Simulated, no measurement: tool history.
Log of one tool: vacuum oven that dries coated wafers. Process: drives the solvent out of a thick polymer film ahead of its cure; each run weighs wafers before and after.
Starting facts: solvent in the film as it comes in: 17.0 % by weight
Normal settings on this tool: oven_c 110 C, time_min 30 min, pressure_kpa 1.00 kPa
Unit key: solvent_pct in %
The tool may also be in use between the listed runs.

| run | hour | oven_c | time_min | pressure_kpa | solvent_pct |
|---|---|---|---|---|---|
| 1 | 0.0 | 110 | 30 | 1.00 | 1.73 |
| 2 | 11.0 | 105 | 30 | 1.00 | 2.69 |
| 3 | 23.6 | 105 | 30 | 1.00 | 2.71 |
| 4 | 37.8 | 105 | 30 | 1.00 | 2.66 |
| 5 | 45.7 | 95 | 30 | 1.00 | 5.22 |
| 6 | 55.6 | 95 | 30 | 1.00 | 5.23 |
| 7 | 66.4 | 95 | 30 | 1.00 | 5.23 |
| 8 | 76.5 | 95 | 30 | 1.00 | 5.25 |
| 9 | 82.4 | 95 | 30 | 1.00 | 5.26 |
| 10 | 89.0 | 95 | 30 | 1.00 | 5.25 |
| 11 | 99.3 | 95 | 30 | 1.00 | 5.18 |
| 12 | 109.7 | 122 | 30 | 1.00 | 0.59 |
| 13 | 115.8 | 108 | 30 | 1.00 | 2.13 |
| 14 | 128.8 | 110 | 28 | 0.72 | 1.82 |
| 15 | 135.0 | 104 | 16 | 1.00 | 5.72 |
| 16 | 148.0 | 107 | 30 | 0.59 | 2.04 |
| 17 | 161.8 | 107 | 30 | 0.59 | 2.02 |
| 18 | 172.9 | 107 | 30 | 2.57 | 3.31 |
| 19 | 184.3 | 119 | 30 | 2.44 | 1.48 |

Estimate the outcome of run 20 from the log above:
| 20 | 194.7 | 110 | 34 | 1.19 | ? |

{"run 20": {"solvent_pct": 1.54}}
On a tool with no hidden condition, and with the same random variation, this run would have come out at solvent_pct 1.54 %.
